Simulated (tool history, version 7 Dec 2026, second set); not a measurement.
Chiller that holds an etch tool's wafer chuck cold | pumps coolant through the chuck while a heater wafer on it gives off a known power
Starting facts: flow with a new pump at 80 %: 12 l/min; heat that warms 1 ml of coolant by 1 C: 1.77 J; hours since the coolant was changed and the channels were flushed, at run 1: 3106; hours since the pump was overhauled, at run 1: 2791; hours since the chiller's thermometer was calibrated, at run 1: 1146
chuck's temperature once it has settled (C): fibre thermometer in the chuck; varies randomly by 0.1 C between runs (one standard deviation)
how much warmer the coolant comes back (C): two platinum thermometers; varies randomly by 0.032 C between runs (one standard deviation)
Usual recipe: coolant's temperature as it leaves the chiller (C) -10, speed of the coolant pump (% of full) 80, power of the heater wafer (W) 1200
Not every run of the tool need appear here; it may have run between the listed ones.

run   hour  coolant's temperature as it leaves the chiller (C)  speed of the coolant pump (% of full)  power of the heater wafer (W)  hours since the coolant was changed and the channels were flushed  hours since the pump was overhauled  hours since the chiller's thermometer was calibrated  chuck's temperature once it has settled (C)  how much warmer the coolant comes back (C)
  1      0                                                 -10                                     80                           1200                                                               3106                                 2791                                                  1146                                          4.3                                        3.71
  2   68.1                                                 -10                                     80                           1200                                                               3174                                 2859                                                  1214                                          4.6                                        3.64
  3  151.7                                                 -10                                     80                           1200                                                               3258                                 2943                                                  1298                                          4.6                                        3.75
  4  236.2                                                 -10                                     80                            762                                                               3342                                 3027                                                  1382                                         -0.9                                        2.36
  5  334.2                                                 -12                                     80                            762                                                               3440                                 3125                                                  1480                                         -2.8                                        2.41
  6  399.7                                                  -2                                     80                           1200                                                               3506                                 3191                                                  1546                                         12.8                                        3.73
  7    486                                                 -10                                     80                            858                                                               3592                                 3277                                                  1632                                          0.5                                        2.66
  8  590.9                                                 -10                                     80                            858                                                               3697                                 3382                                                  1737                                          0.5                                        2.72
  9  687.3                                                 -10                                     80                            858                                                               3793                                 3478                                                  1833                                          0.4                                        2.74
     700.3  -- coolant pump overhauled
 10  757.2                                                 -10                                     80                            886                                                               3858                                   57                                                  1898                                          1.6                                        2.92

Estimate the outcome of run 11 from the log above:
 11  848.1                                                 -10                                     60                            883                                                               3949                                  148                                                  1989                                            ?                                           ?

{"run 11": {"chuck's temperature once it has settled (C)": 5.1, "how much warmer the coolant comes back (C)": 4.05}}
Had the tool carried no hidden state, the very same run would have given chuck's temperature once it has settled (C) 1.8, how much warmer the coolant comes back (C) 3.41.
